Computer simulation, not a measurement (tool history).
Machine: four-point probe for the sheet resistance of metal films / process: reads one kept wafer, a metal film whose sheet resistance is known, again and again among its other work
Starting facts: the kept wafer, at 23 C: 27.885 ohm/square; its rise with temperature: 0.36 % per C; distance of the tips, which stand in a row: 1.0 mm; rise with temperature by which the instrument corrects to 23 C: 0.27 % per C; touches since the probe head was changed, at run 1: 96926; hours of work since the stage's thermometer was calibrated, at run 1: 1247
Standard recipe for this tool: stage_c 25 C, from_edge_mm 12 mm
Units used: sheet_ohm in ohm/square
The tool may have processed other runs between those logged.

run	hour	stage_c	from_edge_mm	touches since the probe head was changed	hours of work since the stage's thermometer was calibrated	sheet_ohm
1	0	25	12	96926	1247	28.439853
2	76	25	12	99909	1282	28.454501
3	181.3	25	12	104041	1331	28.475596
4	289.1	25	12	108270	1380	28.48045
5	378.2	25	12	111766	1421	28.515012
6	460.5	25	12	114998	1459	28.518222
# hour 509.4: new probe head fitted
7	606.8	30	12	3822	1526	28.121698
8	726.3	30	36	8511	1581	28.042145
9	872.9	25	12	14268	1649	28.032734
10	977.6	25	12	18373	1697	28.037469
11	1106.8	25	12	23446	1756	28.060563
12	1229.1	25	12	28246	1812	28.085241
13	1370.8	25	12	33804	1878	28.114763
14	1501.4	25	12	38932	1938	28.127453
15	1603	25	30	42918	1984	28.06598
16	1727.4	25	12	47802	2042	28.167851
17	1796.4	25	12	50510	2073	28.173126
18	1942.4	21	11	56239	2141	28.110794
# hour 1951.9: stage's thermometer calibrated
19	2034.1	29	12	59817	38	28.325815
20	2109.1	22	12	62759	72	28.156095
21	2245.5	32	12	68113	135	28.436523
22	2363.5	32	66	72744	189	28.345447
23	2436.6	26	4	75612	223	29.126204
24	2524.1	29	71	79044	263	28.303876
25	2647.1	32	5	83873	320	28.986499
26	2757.9	32	5	88220	371	29.006288
# hour 2821.2: stage's thermometer calibrated, once more
27	2888.8	32	5	93337	31	28.963326
28	3007.4	28	50	97994	86	28.295998
29	3124.7	22	19	102597	140	28.186017
30	3247.7	22	19	107424	196	28.206565
31	3314.7	24	12	110054	227	28.346485
32	3438.3	23	12	114902	284	28.314763

Consider 5 possible next runs. They are alternatives, not a sequence: every one starts from the tool as it was left by run 32. What does each give?
# hour 3483.6: new probe head fitted
A	3553.6	31	9	2746	337	?
# hour 3483.6: new probe head fitted
B	3553.6	21	13	2746	337	?
# hour 3483.6: new probe head fitted
C	3553.6	23	12	2746	337	?
# hour 3483.6: new probe head fitted
D	3553.6	18	6	2746	337	?
# hour 3483.6: new probe head fitted
E	3553.6	23	10	2746	337	?

run	sheet_ohm
A	28.343739
B	27.98523
C	28.045285
D	28.233463
E	28.090108
Without the tool's hidden state the same runs would have given:
run	sheet_ohm
A	28.286147
B	27.928105
C	27.98809
D	28.175797
E	28.032828
